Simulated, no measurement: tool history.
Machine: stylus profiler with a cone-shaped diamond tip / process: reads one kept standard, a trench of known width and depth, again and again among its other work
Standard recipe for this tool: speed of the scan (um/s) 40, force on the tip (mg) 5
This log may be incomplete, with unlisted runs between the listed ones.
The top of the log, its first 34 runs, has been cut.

run,day,speed of the scan (um/s),force on the tip (mg),depth of the trench (nm),width of the trench's floor (nm)
35,50.862,99,5.17,510.47,45470
36,52.375,72,4.87,510.08,45490
37,54.058,60,9.24,515.43,45570
# day 54.4: height scale calibrated on a step standard
38,55.3,60,9.24,515.39,45520
39,56.742,40,10.28,516.56,45580
40,58.604,28,5,510.2,45560
41,59.542,28,7.72,513.8,45620
42,61.367,35,5,510.14,45590
43,62.758,131,3.67,508.35,45430
44,64.138,131,3.67,508.39,45390
45,66.154,131,3.67,508.25,45400
46,67.971,15,1.87,505.25,45580

Branching from run 46: 4 alternative next runs. What would each branch give?
A,69.379,18,8.72,?,?
B,69.379,26,1.71,?,?
C,69.379,40,13.71,?,?
D,69.379,71,6.82,?,?

run,depth of the trench (nm),width of the trench's floor (nm)
A,514.76,45560
B,504.93,45650
C,520.04,45620
D,512.56,45540
Take away the tool's hidden state, keep each run's random variation, and the runs would have read:
run,depth of the trench (nm),width of the trench's floor (nm)
A,514.76,45580
B,504.93,45660
C,520.04,45640
D,512.56,45560

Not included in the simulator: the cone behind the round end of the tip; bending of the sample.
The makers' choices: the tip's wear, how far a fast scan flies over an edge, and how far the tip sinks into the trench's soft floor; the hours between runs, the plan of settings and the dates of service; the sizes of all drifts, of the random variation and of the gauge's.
